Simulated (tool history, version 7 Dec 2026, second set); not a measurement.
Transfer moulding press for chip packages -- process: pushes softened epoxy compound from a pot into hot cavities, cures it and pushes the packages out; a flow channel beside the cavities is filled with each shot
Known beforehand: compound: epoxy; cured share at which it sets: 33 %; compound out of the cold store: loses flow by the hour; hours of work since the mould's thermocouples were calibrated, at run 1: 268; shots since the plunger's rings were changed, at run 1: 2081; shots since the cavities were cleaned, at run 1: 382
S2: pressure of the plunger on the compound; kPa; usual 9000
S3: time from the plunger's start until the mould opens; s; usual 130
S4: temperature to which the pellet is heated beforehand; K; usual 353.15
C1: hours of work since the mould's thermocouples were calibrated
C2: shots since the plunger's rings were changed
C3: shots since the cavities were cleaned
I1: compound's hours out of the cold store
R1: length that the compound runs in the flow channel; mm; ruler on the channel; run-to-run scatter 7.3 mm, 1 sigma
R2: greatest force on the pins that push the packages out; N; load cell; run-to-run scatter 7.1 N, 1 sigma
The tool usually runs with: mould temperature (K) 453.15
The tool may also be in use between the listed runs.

{"run": 1, "hour": 0.0, "mould temperature (K)": 453.15, "S2": 9000, "S3": 130, "S4": 353.15, "C1": 268, "C2": 2081, "C3": 382, "I1": 47.5, "R1": 778, "R2": 455}
{"hour": 13.3, "done": "cavities cleaned with cleaning compound and waxed"}
{"hour": 67.5, "done": "cavities cleaned with cleaning compound and waxed"}
{"run": 2, "hour": 69.2, "mould temperature (K)": 453.15, "S2": 9000, "S3": 130, "S4": 358.15, "C1": 309, "C2": 2655, "C3": 14, "I1": 20.2, "R1": 838, "R2": 291}
{"hour": 121.9, "done": "cavities cleaned with cleaning compound and waxed"}
{"run": 3, "hour": 121.9, "mould temperature (K)": 453.15, "S2": 9000, "S3": 130, "S4": 358.15, "C1": 341, "C2": 3099, "C3": 0, "I1": 19.8, "R1": 824, "R2": 282}
{"hour": 178.8, "done": "cavities cleaned with cleaning compound and waxed"}
{"run": 4, "hour": 187.1, "mould temperature (K)": 453.15, "S2": 9000, "S3": 130, "S4": 353.15, "C1": 380, "C2": 3651, "C3": 71, "I1": 12.9, "R1": 838, "R2": 352}
{"hour": 237.4, "done": "cavities cleaned with cleaning compound and waxed"}
{"run": 5, "hour": 240.6, "mould temperature (K)": 453.15, "S2": 9000, "S3": 130, "S4": 353.15, "C1": 413, "C2": 4102, "C3": 28, "I1": 9.7, "R1": 841, "R2": 316}
{"hour": 293.9, "done": "cavities cleaned with cleaning compound and waxed"}
{"run": 6, "hour": 301.5, "mould temperature (K)": 453.15, "S2": 9000, "S3": 130, "S4": 353.15, "C1": 450, "C2": 4617, "C3": 66, "I1": 21.2, "R1": 797, "R2": 329}
{"hour": 348.3, "done": "cavities cleaned with cleaning compound and waxed"}
{"run": 7, "hour": 360.6, "mould temperature (K)": 453.15, "S2": 9000, "S3": 130, "S4": 353.15, "C1": 486, "C2": 5116, "C3": 106, "I1": 10.6, "R1": 829, "R2": 364}
{"hour": 406.7, "done": "cavities cleaned with cleaning compound and waxed"}
{"run": 8, "hour": 429.3, "mould temperature (K)": 453.15, "S2": 9000, "S3": 130, "S4": 353.15, "C1": 527, "C2": 5700, "C3": 197, "I1": 25.9, "R1": 777, "R2": 420}
{"hour": 461.5, "done": "cavities cleaned with cleaning compound and waxed"}
{"run": 9, "hour": 472.3, "mould temperature (K)": 453.15, "S2": 9000, "S3": 130, "S4": 353.15, "C1": 553, "C2": 6059, "C3": 93, "I1": 15.8, "R1": 811, "R2": 346}
{"hour": 515.4, "done": "plunger's sealing rings changed"}
{"hour": 522.6, "done": "cavities cleaned with cleaning compound and waxed"}
{"run": 10, "hour": 550.0, "mould temperature (K)": 453.15, "S2": 8190, "S3": 130, "S4": 353.15, "C1": 599, "C2": 287, "C3": 237, "I1": 43.2, "R1": 773, "R2": 405}
{"hour": 577.6, "done": "cavities cleaned with cleaning compound and waxed"}
{"run": 11, "hour": 617.1, "mould temperature (K)": 453.15, "S2": 9000, "S3": 130, "S4": 353.15, "C1": 640, "C2": 856, "C3": 342, "I1": 40.0, "R1": 807, "R2": 437}
{"hour": 633.5, "done": "cavities cleaned with cleaning compound and waxed"}
{"hour": 689.5, "done": "cavities cleaned with cleaning compound and waxed"}
{"run": 12, "hour": 693.1, "mould temperature (K)": 446.15, "S2": 9970, "S3": 119, "S4": 348.15, "C1": 685, "C2": 1489, "C3": 31, "I1": 17.2, "R1": 912, "R2": 570}
{"hour": 744.3, "done": "cavities cleaned with cleaning compound and waxed"}
{"run": 13, "hour": 744.9, "mould temperature (K)": 450.15, "S2": 10090, "S3": 163, "S4": 357.15, "C1": 717, "C2": 1925, "C3": 5, "I1": 8.1, "R1": 930, "R2": 264}
{"hour": 799.5, "done": "cavities cleaned with cleaning compound and waxed"}
{"run": 14, "hour": 819.9, "mould temperature (K)": 450.15, "S2": 7630, "S3": 163, "S4": 357.15, "C1": 763, "C2": 2563, "C3": 177, "I1": 41.9, "R1": 728, "R2": 352}

Here are 4 independent what-if runs from the current tool condition. What would each one return?
{"run": "A", "hour": 850.1, "mould temperature (K)": 453.15, "S2": 9000, "S3": 144, "S4": 353.15, "C1": 781, "C2": 2825, "C3": 439, "I1": 40.2, "R1": "?", "R2": "?"}
{"run": "B", "hour": 850.1, "mould temperature (K)": 445.15, "S2": 8230, "S3": 163, "S4": 356.15, "C1": 781, "C2": 2825, "C3": 439, "I1": 46.9, "R1": "?", "R2": "?"}
{"run": "C", "hour": 850.1, "mould temperature (K)": 450.15, "S2": 9010, "S3": 163, "S4": 355.15, "C1": 781, "C2": 2825, "C3": 439, "I1": 16.0, "R1": "?", "R2": "?"}
{"run": "D", "hour": 850.1, "mould temperature (K)": 453.15, "S2": 6820, "S3": 130, "S4": 353.15, "C1": 781, "C2": 2825, "C3": 439, "I1": 16.2, "R1": "?", "R2": "?"}

run=A R1=775 R2=434
run=B R1=761 R2=495
run=C R1=845 R2=444
run=D R1=723 R2=469
Stripped of hidden state, with their random variation kept, the same runs would have yielded:
run=A R1=815 R2=264
run=B R1=801 R2=316
run=C R1=890 R2=268
run=D R1=761 R2=296

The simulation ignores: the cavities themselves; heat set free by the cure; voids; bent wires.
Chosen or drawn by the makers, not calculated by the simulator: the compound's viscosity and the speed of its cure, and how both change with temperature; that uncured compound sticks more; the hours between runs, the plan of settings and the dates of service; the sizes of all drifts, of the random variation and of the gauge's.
